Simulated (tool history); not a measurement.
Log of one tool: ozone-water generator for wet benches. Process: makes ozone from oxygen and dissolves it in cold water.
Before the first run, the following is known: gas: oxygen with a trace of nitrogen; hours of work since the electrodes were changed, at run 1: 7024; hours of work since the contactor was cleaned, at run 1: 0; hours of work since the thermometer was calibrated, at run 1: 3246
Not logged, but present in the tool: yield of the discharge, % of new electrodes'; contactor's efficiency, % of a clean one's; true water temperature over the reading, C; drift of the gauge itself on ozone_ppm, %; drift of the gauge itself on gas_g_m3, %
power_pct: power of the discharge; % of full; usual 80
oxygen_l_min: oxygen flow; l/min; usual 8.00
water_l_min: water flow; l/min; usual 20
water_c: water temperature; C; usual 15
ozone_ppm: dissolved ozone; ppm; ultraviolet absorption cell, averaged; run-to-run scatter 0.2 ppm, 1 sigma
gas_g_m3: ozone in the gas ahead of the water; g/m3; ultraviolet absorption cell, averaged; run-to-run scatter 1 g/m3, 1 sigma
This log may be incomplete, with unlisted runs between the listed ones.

run	hour	power_pct	oxygen_l_min	water_l_min	water_c	hours of work since the electrodes were changed	hours of work since the contactor was cleaned	hours of work since the thermometer was calibrated	ozone_ppm	gas_g_m3
1	0.0	80	8.00	20	15	7024	0	3246	20.5	132.3
2	159.6	80	8.00	20	15	7178	154	3400	20.6	130.9
3	309.3	80	8.00	20	15	7322	299	3545	20.4	129.7
4	435.5	80	8.00	20	21	7444	420	3666	18.3	130.6
5	541.4	80	8.00	32	15	7546	522	3769	14.7	128.6
6	732.4	50	8.00	32	15	7731	707	3953	11.5	99.6
7	938.1	85	8.00	20	15	7929	905	4151	20.5	128.7
# hour 1110.5: electrodes of the discharge changed
8	1155.9	54	8.00	20	15	44	1110	4356	21.7	137.2
9	1243.6	80	8.00	20	10	128	1194	4440	31.0	182.3
10	1411.0	80	8.00	20	10	290	1356	4602	30.8	181.0
11	1536.4	80	8.00	20	15	411	1477	4723	28.2	178.9
12	1716.7	80	4.61	20	15	585	1651	4897	24.8	210.2
13	1896.5	80	8.00	12	15	758	1824	5070	36.1	175.4
14	1986.8	80	8.00	21	15	846	1912	5158	26.3	175.9
15	2184.0	80	8.00	21	15	1036	2102	5348	26.5	173.7
16	2301.8	58	6.92	31	15	1150	2216	5462	15.5	146.1
17	2505.8	58	6.92	31	15	1346	2412	5658	15.3	144.6
18	2669.8	58	6.92	31	15	1505	2571	5817	15.4	144.5
# hour 2740.3: water thermometer calibrated
19	2888.2	58	6.92	31	15	1715	2781	143	15.2	142.7
20	3095.9	80	6.52	19	15	1915	2981	343	26.3	176.2
21	3279.4	80	6.52	19	15	2093	3158	520	26.4	177.3
22	3440.7	80	6.52	19	15	2248	3314	676	25.6	176.7
23	3563.9	45	6.52	22	15	2367	3433	795	16.1	120.9
24	3744.8	41	7.47	18	21	2542	3607	969	15.8	107.3
25	3897.2	64	7.47	29	10	2689	3755	1116	18.1	143.8
26	3998.7	78	12.78	30	10	2787	3853	1214	22.6	136.1
27	4184.9	49	5.16	21	11	2966	4032	1394	16.7	133.5
28	4276.8	49	5.16	21	11	3055	4121	1483	17.0	134.4
29	4461.2	71	5.16	21	18	3233	4299	1661	19.3	167.7

Below are 3 alternative next runs, each starting from the tool's condition after run 29. Predict each:
A	4564.5	95	8.00	14	17	3333	4399	1760	?	?
B	4564.5	80	8.00	20	16	3333	4399	1760	?	?
C	4564.5	80	11.98	20	15	3333	4399	1760	?	?

run	ozone_ppm	gas_g_m3
A	31.8	174.4
B	24.1	158.9
C	25.5	140.6
Had the tool no hidden state, the same runs would have come out as:
run	ozone_ppm	gas_g_m3
A	37.8	203.2
B	28.3	182.4
C	30.1	161.3
